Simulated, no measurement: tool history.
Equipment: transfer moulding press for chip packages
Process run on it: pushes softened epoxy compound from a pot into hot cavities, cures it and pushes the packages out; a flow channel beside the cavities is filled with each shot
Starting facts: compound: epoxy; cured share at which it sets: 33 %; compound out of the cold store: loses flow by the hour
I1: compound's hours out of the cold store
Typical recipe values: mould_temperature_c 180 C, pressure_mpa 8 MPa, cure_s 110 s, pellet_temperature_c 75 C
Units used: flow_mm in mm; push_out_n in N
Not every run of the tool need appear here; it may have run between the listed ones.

run 1 hour=0 | mould_temperature_c=180 pressure_mpa=8 cure_s=110 pellet_temperature_c=75 | I1=25.9 | flow_mm=929 push_out_n=267
run 2 hour=17.5 | mould_temperature_c=180 pressure_mpa=8 cure_s=110 pellet_temperature_c=75 | I1=29.7 | flow_mm=906 push_out_n=295
-- hour=40.5 cavities cleaned with cleaning compound and waxed
run 3 hour=40.9 | mould_temperature_c=180 pressure_mpa=8 cure_s=110 pellet_temperature_c=75 | I1=43.3 | flow_mm=865 push_out_n=238
run 4 hour=53.7 | mould_temperature_c=180 pressure_mpa=8 cure_s=110 pellet_temperature_c=75 | I1=15.1 | flow_mm=955 push_out_n=285
run 5 hour=77 | mould_temperature_c=180 pressure_mpa=8 cure_s=110 pellet_temperature_c=75 | I1=46.3 | flow_mm=845 push_out_n=310
-- hour=89.4 cavities cleaned with cleaning compound and waxed
run 6 hour=94.8 | mould_temperature_c=185 pressure_mpa=8 cure_s=110 pellet_temperature_c=75 | I1=14.3 | flow_mm=939 push_out_n=229
run 7 hour=108.3 | mould_temperature_c=180 pressure_mpa=8 cure_s=98 pellet_temperature_c=75 | I1=14.7 | flow_mm=962 push_out_n=341
run 8 hour=118.2 | mould_temperature_c=180 pressure_mpa=8 cure_s=110 pellet_temperature_c=65 | I1=34.6 | flow_mm=874 push_out_n=292
-- hour=137 cavities cleaned with cleaning compound and waxed
run 9 hour=137.4 | mould_temperature_c=180 pressure_mpa=8 cure_s=110 pellet_temperature_c=65 | I1=37.1 | flow_mm=869 push_out_n=242
run 10 hour=149.6 | mould_temperature_c=180 pressure_mpa=8 cure_s=95 pellet_temperature_c=75 | I1=39.3 | flow_mm=854 push_out_n=330
run 11 hour=168.1 | mould_temperature_c=180 pressure_mpa=8 cure_s=110 pellet_temperature_c=75 | I1=20 | flow_mm=920 push_out_n=311
-- hour=179.9 plunger's sealing rings changed
-- hour=188.2 cavities cleaned with cleaning compound and waxed
run 12 hour=188.9 | mould_temperature_c=180 pressure_mpa=8 cure_s=110 pellet_temperature_c=84 | I1=16.2 | flow_mm=982 push_out_n=245
run 13 hour=212.2 | mould_temperature_c=180 pressure_mpa=8 cure_s=110 pellet_temperature_c=75 | I1=30.4 | flow_mm=923 push_out_n=299
run 14 hour=233 | mould_temperature_c=180 pressure_mpa=8 cure_s=110 pellet_temperature_c=75 | I1=19.5 | flow_mm=965 push_out_n=325
-- hour=236.2 mould's thermocouples calibrated
-- hour=237.7 cavities cleaned with cleaning compound and waxed
run 15 hour=246.3 | mould_temperature_c=180 pressure_mpa=8 cure_s=110 pellet_temperature_c=75 | I1=45.8 | flow_mm=869 push_out_n=257
run 16 hour=256.6 | mould_temperature_c=180 pressure_mpa=6.5 cure_s=110 pellet_temperature_c=73 | I1=24.6 | flow_mm=848 push_out_n=283

What will run 17 give?
run 17 hour=267.9 | mould_temperature_c=183 pressure_mpa=8.83 cure_s=128 pellet_temperature_c=71 | I1=32.9 | flow_mm=? push_out_n=?

{"run 17": {"flow_mm": 945, "push_out_n": 265}}
Had the tool carried no hidden state, the very same run would have given flow_mm 964 mm, push_out_n 206 N.
